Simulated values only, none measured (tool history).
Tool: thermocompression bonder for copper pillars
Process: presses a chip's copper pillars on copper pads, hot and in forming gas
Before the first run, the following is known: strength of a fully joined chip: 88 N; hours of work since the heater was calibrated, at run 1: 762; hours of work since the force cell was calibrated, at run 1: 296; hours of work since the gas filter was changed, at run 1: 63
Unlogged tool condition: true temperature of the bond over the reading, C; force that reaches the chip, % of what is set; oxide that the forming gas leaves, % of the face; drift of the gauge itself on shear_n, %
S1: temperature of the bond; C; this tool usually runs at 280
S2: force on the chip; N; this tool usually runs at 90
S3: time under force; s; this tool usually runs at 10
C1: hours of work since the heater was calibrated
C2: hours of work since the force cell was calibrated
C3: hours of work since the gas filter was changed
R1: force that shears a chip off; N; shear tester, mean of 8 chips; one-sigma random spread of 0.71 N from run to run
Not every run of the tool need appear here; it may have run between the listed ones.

{"run": 1, "day": 0.0, "S1": 280, "S2": 90, "S3": 10, "C1": 762, "C2": 296, "C3": 63, "R1": 63.1}
{"run": 2, "day": 0.354, "S1": 280, "S2": 90, "S3": 6, "C1": 768, "C2": 303, "C3": 70, "R1": 55.2}
{"run": 3, "day": 1.142, "S1": 280, "S2": 90, "S3": 10, "C1": 783, "C2": 318, "C3": 85, "R1": 63.3}
{"run": 4, "day": 1.658, "S1": 280, "S2": 90, "S3": 10, "C1": 793, "C2": 328, "C3": 95, "R1": 63.4}
{"day": 2.258, "done": "heater calibrated with a thermocouple chip"}
{"run": 5, "day": 2.292, "S1": 270, "S2": 90, "S3": 10, "C1": 1, "C2": 338, "C3": 105, "R1": 50.2}
{"run": 6, "day": 3.042, "S1": 280, "S2": 90, "S3": 21, "C1": 15, "C2": 352, "C3": 119, "R1": 65.2}
{"run": 7, "day": 3.488, "S1": 280, "S2": 90, "S3": 21, "C1": 23, "C2": 360, "C3": 127, "R1": 65.6}
{"run": 8, "day": 4.254, "S1": 280, "S2": 90, "S3": 21, "C1": 37, "C2": 375, "C3": 142, "R1": 64.1}
{"day": 4.354, "done": "forming gas filter changed"}
{"run": 9, "day": 4.725, "S1": 280, "S2": 90, "S3": 21, "C1": 46, "C2": 383, "C3": 7, "R1": 71.1}
{"run": 10, "day": 5.483, "S1": 280, "S2": 90, "S3": 21, "C1": 60, "C2": 398, "C3": 21, "R1": 69.7}
{"run": 11, "day": 5.988, "S1": 280, "S2": 90, "S3": 21, "C1": 70, "C2": 407, "C3": 31, "R1": 69.2}
{"run": 12, "day": 6.571, "S1": 280, "S2": 90, "S3": 21, "C1": 81, "C2": 418, "C3": 42, "R1": 70.1}
{"run": 13, "day": 7.233, "S1": 280, "S2": 90, "S3": 21, "C1": 93, "C2": 430, "C3": 54, "R1": 68.1}
{"run": 14, "day": 7.867, "S1": 280, "S2": 90, "S3": 21, "C1": 105, "C2": 442, "C3": 66, "R1": 67.5}
{"run": 15, "day": 8.262, "S1": 280, "S2": 90, "S3": 21, "C1": 112, "C2": 450, "C3": 73, "R1": 67.0}
{"run": 16, "day": 8.979, "S1": 280, "S2": 90, "S3": 10, "C1": 126, "C2": 463, "C3": 87, "R1": 55.5}
{"run": 17, "day": 9.521, "S1": 250, "S2": 90, "S3": 10, "C1": 136, "C2": 474, "C3": 97, "R1": 39.9}
{"run": 18, "day": 10.183, "S1": 280, "S2": 90, "S3": 10, "C1": 149, "C2": 486, "C3": 110, "R1": 55.5}
{"run": 19, "day": 11.021, "S1": 250, "S2": 90, "S3": 28, "C1": 164, "C2": 502, "C3": 125, "R1": 54.0}
{"run": 20, "day": 11.617, "S1": 296, "S2": 90, "S3": 10, "C1": 176, "C2": 513, "C3": 137, "R1": 61.6}
{"day": 12.0, "done": "forming gas filter changed"}
{"run": 21, "day": 12.233, "S1": 296, "S2": 90, "S3": 10, "C1": 187, "C2": 524, "C3": 4, "R1": 69.5}
{"run": 22, "day": 12.917, "S1": 296, "S2": 90, "S3": 10, "C1": 200, "C2": 537, "C3": 17, "R1": 69.6}
{"run": 23, "day": 13.704, "S1": 296, "S2": 90, "S3": 10, "C1": 214, "C2": 552, "C3": 32, "R1": 66.2}
{"run": 24, "day": 14.275, "S1": 273, "S2": 120, "S3": 20, "C1": 225, "C2": 563, "C3": 43, "R1": 71.9}
{"run": 25, "day": 14.729, "S1": 273, "S2": 70, "S3": 15, "C1": 234, "C2": 571, "C3": 51, "R1": 54.4}
{"run": 26, "day": 15.496, "S1": 273, "S2": 70, "S3": 15, "C1": 248, "C2": 585, "C3": 66, "R1": 55.1}
{"run": 27, "day": 16.1, "S1": 273, "S2": 70, "S3": 15, "C1": 260, "C2": 597, "C3": 77, "R1": 54.7}
{"run": 28, "day": 16.846, "S1": 273, "S2": 70, "S3": 15, "C1": 274, "C2": 611, "C3": 91, "R1": 53.0}
{"run": 29, "day": 17.258, "S1": 273, "S2": 70, "S3": 15, "C1": 281, "C2": 619, "C3": 99, "R1": 53.1}
{"run": 30, "day": 17.917, "S1": 293, "S2": 69, "S3": 7, "C1": 294, "C2": 631, "C3": 111, "R1": 50.4}
{"run": 31, "day": 18.438, "S1": 280, "S2": 90, "S3": 13, "C1": 303, "C2": 641, "C3": 121, "R1": 59.0}
{"run": 32, "day": 18.867, "S1": 294, "S2": 124, "S3": 8, "C1": 312, "C2": 649, "C3": 129, "R1": 64.2}
{"run": 33, "day": 19.358, "S1": 296, "S2": 124, "S3": 15, "C1": 321, "C2": 658, "C3": 138, "R1": 72.6}
{"day": 19.621, "done": "forming gas filter changed"}
{"run": 34, "day": 19.883, "S1": 296, "S2": 124, "S3": 15, "C1": 330, "C2": 668, "C3": 5, "R1": 80.1}
{"run": 35, "day": 20.679, "S1": 283, "S2": 57, "S3": 10, "C1": 345, "C2": 683, "C3": 20, "R1": 51.5}
{"run": 36, "day": 21.483, "S1": 262, "S2": 108, "S3": 13, "C1": 360, "C2": 698, "C3": 35, "R1": 59.9}

Pick out some run-to-run changes in R1. Of each, how much would a tool without hidden state show as well, from the settings, what came in and chance, and how much is left for the hidden state and any gauge scatter not in both results compared?
Run 8 -> 9: forming gas filter changed. R1 +7.0 N: hidden state +7.0, all else +0.0.
Run 16 -> 17: S1 280 -> 250. R1 -15.6 N: hidden state +0.9, all else -16.5.
Run 20 -> 21: forming gas filter changed. R1 +7.9 N: hidden state +7.6, all else +0.3.
Run 24 -> 25: S2 120 -> 70, S3 20 -> 15. R1 -17.5 N: hidden state +0.4, all else -17.9.
Run 33 -> 34: forming gas filter changed. R1 +7.5 N: hidden state +9.2, all else -1.7.
Run 34 -> 35: S1 296 -> 283, S2 124 -> 57, S3 15 -> 10. R1 -28.6 N: hidden state +0.4, all else -29.0.
